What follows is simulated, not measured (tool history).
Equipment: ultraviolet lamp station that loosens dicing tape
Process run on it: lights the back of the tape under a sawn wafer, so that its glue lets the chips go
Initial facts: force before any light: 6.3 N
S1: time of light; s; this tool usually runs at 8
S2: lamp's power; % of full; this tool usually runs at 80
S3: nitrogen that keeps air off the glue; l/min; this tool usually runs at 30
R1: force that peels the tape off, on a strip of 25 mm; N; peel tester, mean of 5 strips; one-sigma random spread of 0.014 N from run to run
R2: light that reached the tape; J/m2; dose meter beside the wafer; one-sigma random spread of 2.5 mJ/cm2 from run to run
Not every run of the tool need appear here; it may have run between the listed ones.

run 1 hour=0.0 | S1=8 S2=80 S3=30 | R1=0.882 R2=2450
run 2 hour=62.7 | S1=8 S2=80 S3=30 | R1=0.904 R2=2410
run 3 hour=92.6 | S1=8 S2=98 S3=30 | R1=0.633 R2=2960
run 4 hour=155.4 | S1=8 S2=80 S3=13 | R1=1.620 R2=2360
run 5 hour=192.4 | S1=6 S2=80 S3=13 | R1=2.269 R2=1750
run 6 hour=223.9 | S1=6 S2=80 S3=13 | R1=2.301 R2=1740
run 7 hour=276.2 | S1=6 S2=80 S3=13 | R1=2.260 R2=1740
run 8 hour=344.9 | S1=4 S2=75 S3=30 | R1=2.521 R2=1090
run 9 hour=392.8 | S1=4 S2=75 S3=30 | R1=2.562 R2=1080
run 10 hour=452.7 | S1=4 S2=75 S3=30 | R1=2.595 R2=1080
run 11 hour=507.6 | S1=4 S2=75 S3=30 | R1=2.561 R2=1040
run 12 hour=557.4 | S1=4 S2=84 S3=30 | R1=2.322 R2=1180
run 13 hour=625.8 | S1=7 S2=86 S3=30 | R1=1.126 R2=2050

Forecast each of these 4 alternatives for the next run:
run A hour=674.3 | S1=6 S2=80 S3=30 | R1=? R2=?
run B hour=674.3 | S1=10 S2=95 S3=11 | R1=? R2=?
run C hour=674.3 | S1=7 S2=85 S3=30 | R1=? R2=?
run D hour=674.3 | S1=6 S2=86 S3=20 | R1=? R2=?

run=A R1=1.645 R2=1620
run=B R1=1.153 R2=3150
run=C R1=1.262 R2=2010
run=D R1=1.850 R2=1740
With no hidden state in the tool, these same runs would have given:
run=A R1=1.099 R2=2150
run=B R1=0.712 R2=4190
run=C R1=0.787 R2=2660
run=D R1=1.272 R2=2300

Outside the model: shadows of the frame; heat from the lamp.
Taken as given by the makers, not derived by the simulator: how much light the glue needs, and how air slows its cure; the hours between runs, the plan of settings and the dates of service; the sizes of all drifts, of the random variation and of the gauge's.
